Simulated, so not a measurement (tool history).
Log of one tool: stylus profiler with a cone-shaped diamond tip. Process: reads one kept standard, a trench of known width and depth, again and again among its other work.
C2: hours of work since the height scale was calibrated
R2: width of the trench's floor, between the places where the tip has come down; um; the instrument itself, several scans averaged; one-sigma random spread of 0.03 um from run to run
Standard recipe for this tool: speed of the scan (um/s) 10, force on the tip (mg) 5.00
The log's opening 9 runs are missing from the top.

{"run": 10, "hour": 206.4, "speed of the scan (um/s)": 10, "force on the tip (mg)": 4.48, "scans with this tip": 6038, "C2": 536, "depth of the trench (Å)": 2041.4, "R2": 27.36}
{"run": 11, "hour": 222.9, "speed of the scan (um/s)": 10, "force on the tip (mg)": 5.0, "scans with this tip": 6133, "C2": 545, "depth of the trench (Å)": 2043.7, "R2": 27.36}
{"run": 12, "hour": 239.4, "speed of the scan (um/s)": 10, "force on the tip (mg)": 5.0, "scans with this tip": 6229, "C2": 553, "depth of the trench (Å)": 2044.1, "R2": 27.4}
{"run": 13, "hour": 266.6, "speed of the scan (um/s)": 10, "force on the tip (mg)": 5.0, "scans with this tip": 6386, "C2": 567, "depth of the trench (Å)": 2044.6, "R2": 27.3}
{"run": 14, "hour": 293.8, "speed of the scan (um/s)": 10, "force on the tip (mg)": 3.23, "scans with this tip": 6543, "C2": 581, "depth of the trench (Å)": 2034.3, "R2": 27.3}
{"run": 15, "hour": 324.2, "speed of the scan (um/s)": 10, "force on the tip (mg)": 3.23, "scans with this tip": 6718, "C2": 597, "depth of the trench (Å)": 2034.9, "R2": 27.27}
{"run": 16, "hour": 342.4, "speed of the scan (um/s)": 3, "force on the tip (mg)": 5.0, "scans with this tip": 6823, "C2": 606, "depth of the trench (Å)": 2045.3, "R2": 27.33}
{"run": 17, "hour": 358.7, "speed of the scan (um/s)": 10, "force on the tip (mg)": 11.18, "scans with this tip": 6917, "C2": 614, "depth of the trench (Å)": 2074.3, "R2": 27.27}
{"run": 18, "hour": 388.7, "speed of the scan (um/s)": 10, "force on the tip (mg)": 11.18, "scans with this tip": 7091, "C2": 630, "depth of the trench (Å)": 2074.5, "R2": 27.32}
{"run": 19, "hour": 412.4, "speed of the scan (um/s)": 10, "force on the tip (mg)": 11.18, "scans with this tip": 7228, "C2": 642, "depth of the trench (Å)": 2074.9, "R2": 27.35}
{"run": 20, "hour": 434.8, "speed of the scan (um/s)": 10, "force on the tip (mg)": 11.18, "scans with this tip": 7357, "C2": 654, "depth of the trench (Å)": 2074.3, "R2": 27.26}
{"run": 21, "hour": 460.7, "speed of the scan (um/s)": 10, "force on the tip (mg)": 11.18, "scans with this tip": 7506, "C2": 667, "depth of the trench (Å)": 2074.0, "R2": 27.26}
{"run": 22, "hour": 478.0, "speed of the scan (um/s)": 10, "force on the tip (mg)": 11.18, "scans with this tip": 7607, "C2": 676, "depth of the trench (Å)": 2074.6, "R2": 27.34}
{"run": 23, "hour": 492.9, "speed of the scan (um/s)": 10, "force on the tip (mg)": 11.18, "scans with this tip": 7693, "C2": 683, "depth of the trench (Å)": 2073.5, "R2": 27.26}
{"run": 24, "hour": 508.2, "speed of the scan (um/s)": 10, "force on the tip (mg)": 11.18, "scans with this tip": 7781, "C2": 691, "depth of the trench (Å)": 2074.9, "R2": 27.21}
{"run": 25, "hour": 535.2, "speed of the scan (um/s)": 26, "force on the tip (mg)": 3.98, "scans with this tip": 7937, "C2": 705, "depth of the trench (Å)": 2038.3, "R2": 27.22}

The next listed run, before its measurement:
{"run": 26, "hour": 562.3, "speed of the scan (um/s)": 3, "force on the tip (mg)": 4.26, "scans with this tip": 8093, "C2": 719, "depth of the trench (Å)": "?", "R2": "?"}

{"run 26": {"depth of the trench (Å)": 2040.6, "R2": 27.2}}
Minus the tool's unlogged condition, the same run would have read depth of the trench (Å) 2037.0, R2 28.01 um.
